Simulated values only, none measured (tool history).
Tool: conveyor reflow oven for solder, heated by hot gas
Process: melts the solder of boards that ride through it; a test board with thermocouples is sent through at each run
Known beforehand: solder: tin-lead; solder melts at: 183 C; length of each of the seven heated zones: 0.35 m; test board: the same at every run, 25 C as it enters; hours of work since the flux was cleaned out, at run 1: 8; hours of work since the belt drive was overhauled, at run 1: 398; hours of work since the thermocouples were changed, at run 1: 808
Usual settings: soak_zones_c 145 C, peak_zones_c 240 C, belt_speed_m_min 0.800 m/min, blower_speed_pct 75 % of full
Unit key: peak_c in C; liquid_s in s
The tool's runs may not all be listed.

run     day  soak_zones_c  peak_zones_c  belt_speed_m_min  blower_speed_pct  hours of work since the flux was cleaned out  hours of work since the belt drive was overhauled  hours of work since the thermocouples were changed  peak_c  liquid_s
  1   0.000           145           240             0.800                75                                             8                                                398                                                 808   221.6      43.7
  2   1.108           145           240             0.800                75                                            28                                                419                                                 828   221.3      43.1
  3   1.975           145           240             0.800                75                                            45                                                435                                                 845   221.5      43.3
  4   2.471           145           240             0.800                81                                            54                                                445                                                 854   223.4      43.6
  5   3.325           145           240             0.800                68                                            70                                                461                                                 870   218.8      41.3
      3.588  -- belt drive overhauled, speed set with a stopwatch
  6   4.529           145           240             0.800                68                                            89                                                 18                                                 889   219.1      41.9
  7   5.150           145           252             0.800                75                                           101                                                 29                                                 901   231.2      47.5
  8   5.888           145           252             0.800                75                                           115                                                 43                                                 915   231.1      47.5
  9   6.604           145           240             0.800                82                                           128                                                 57                                                 928   223.0      44.6
 10   7.121           132           240             0.688                74                                           138                                                 66                                                 938   223.8      48.3
 11   8.067           132           240             0.688                74                                           155                                                 84                                                 956   224.2      48.7
      8.762  -- flux residue cleaned out of gas plates and filters
      8.992  -- belt drive overhauled, speed set with a stopwatch, once more
 12   9.404           156           240             0.688                67                                             9                                                  8                                                 974   226.6      55.9
 13  10.133           145           251             0.882                75                                            23                                                 21                                                 987   226.3      40.9

Here are 3 independent what-if runs from the current tool condition. What would each one return?
  A  10.812           145           246             0.874                53                                            35                                                 34                                                1000       ?         ?
  B  10.812           145           231             0.882                75                                            35                                                 34                                                1000       ?         ?
  C  10.812           151           240             0.648                84                                            35                                                 34                                                1000       ?         ?

run  peak_c  liquid_s
  A   211.4      32.4
  B   211.7      33.0
  C   231.9      60.2
With no hidden state in the tool, these same runs would have given:
run  peak_c  liquid_s
  A   210.2      31.6
  B   210.3      32.2
  C   230.2      59.4
